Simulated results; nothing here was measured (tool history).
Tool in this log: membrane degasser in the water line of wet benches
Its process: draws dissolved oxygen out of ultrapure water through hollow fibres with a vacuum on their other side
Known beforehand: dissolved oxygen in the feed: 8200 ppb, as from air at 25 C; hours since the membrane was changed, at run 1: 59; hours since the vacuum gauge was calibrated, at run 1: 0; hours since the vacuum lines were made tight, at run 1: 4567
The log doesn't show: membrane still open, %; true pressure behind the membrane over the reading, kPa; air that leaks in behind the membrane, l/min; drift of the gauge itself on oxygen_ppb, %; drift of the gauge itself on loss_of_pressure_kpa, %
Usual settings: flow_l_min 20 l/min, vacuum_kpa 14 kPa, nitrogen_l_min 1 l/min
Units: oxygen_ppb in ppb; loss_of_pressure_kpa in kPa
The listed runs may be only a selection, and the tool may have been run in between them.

run	hour	flow_l_min	vacuum_kpa	nitrogen_l_min	hours since the membrane was changed	hours since the vacuum gauge was calibrated	hours since the vacuum lines were made tight	oxygen_ppb	loss_of_pressure_kpa
1	0	20	14	1	59	0	4567	673.8	44.29
2	55.6	20	14	1	115	56	4622	673.2	44.06
3	116.2	20	14	1	175	116	4683	671.7	44.14
4	146.6	20	14	1	206	147	4713	672.4	43.89
5	179.6	20	12.6	1	239	180	4746	615.8	44.33
6	216.7	20	12.6	1	276	217	4783	621.2	44.17
7	262	20	12.6	2.88	321	262	4829	379.7	44.12
8	295.1	20	11.4	1	354	295	4862	574	44.33
9	338.5	20	14	1	397	338	4905	667.3	44.38
10	392.4	20	14	1	451	392	4959	674.4	44.15
11	446.3	20	14	1	505	446	5013	680.4	44.14
12	488.6	20	14	1	548	489	5055	675.1	44.1
13	547.3	20	14	1	606	547	5114	675.9	44.35
14	576.6	14	14	1	636	577	5143	416.6	31.01
15	634.4	14	14	1	693	634	5201	418.4	31.11
16	693.8	20	14	0.9	753	694	5260	714.4	44.24
17	729	20	14	0.69	788	729	5296	825.4	44.16
18	767.3	17	14	1.36	826	767	5334	453.2	37.61
19	815.8	17	14	1.36	875	816	5382	452.2	37.85
20	849.1	20	14	2.96	908	849	5416	406.1	44.3
21	900.8	20	14	2.96	960	901	5467	401.3	44.48
22	959.8	15	15.3	0.53	1019	960	5526	784.4	33.45
# hour 975.9: seals of the vacuum lines changed
23	1019.8	14	14	1	1077	1018	44	414.1	31.48
24	1077.3	18	14	1	1134	1075	101	578.9	40.11
25	1129	18	14	1	1186	1127	153	580.8	40.32
26	1182.4	29	29.6	0.52	1239	1180	207	2512.5	64.37
27	1233	29	29.6	2.54	1290	1231	257	1136.9	64.39
28	1264.8	29	9.6	2.36	1322	1263	289	728.3	64.58
29	1290.2	29	9.6	2.36	1347	1288	314	726.7	64.58
30	1326	26	14.1	0.83	1383	1324	350	1055.5	57.89
31	1367.6	26	14.1	0.83	1424	1366	392	1049.8	58.04
32	1425.1	18	11.4	0.57	1482	1423	449	674.4	40.13

3 options for the next run, each taken on its own from the tool as it stands now. Forecast them:
A	1475.7	26	14.5	0.57	1533	1474	500	?	?
B	1475.7	24	14	0.97	1533	1474	500	?	?
C	1475.7	21	32.7	0.5	1533	1474	500	?	?

run	oxygen_ppb	loss_of_pressure_kpa
A	1295.1	57.88
B	880.4	53.51
C	2134.7	46.8
Without the tool's unlogged condition, the same runs would have read:
run	oxygen_ppb	loss_of_pressure_kpa
A	1272	57.28
B	861.7	52.95
C	2119.1	46.31
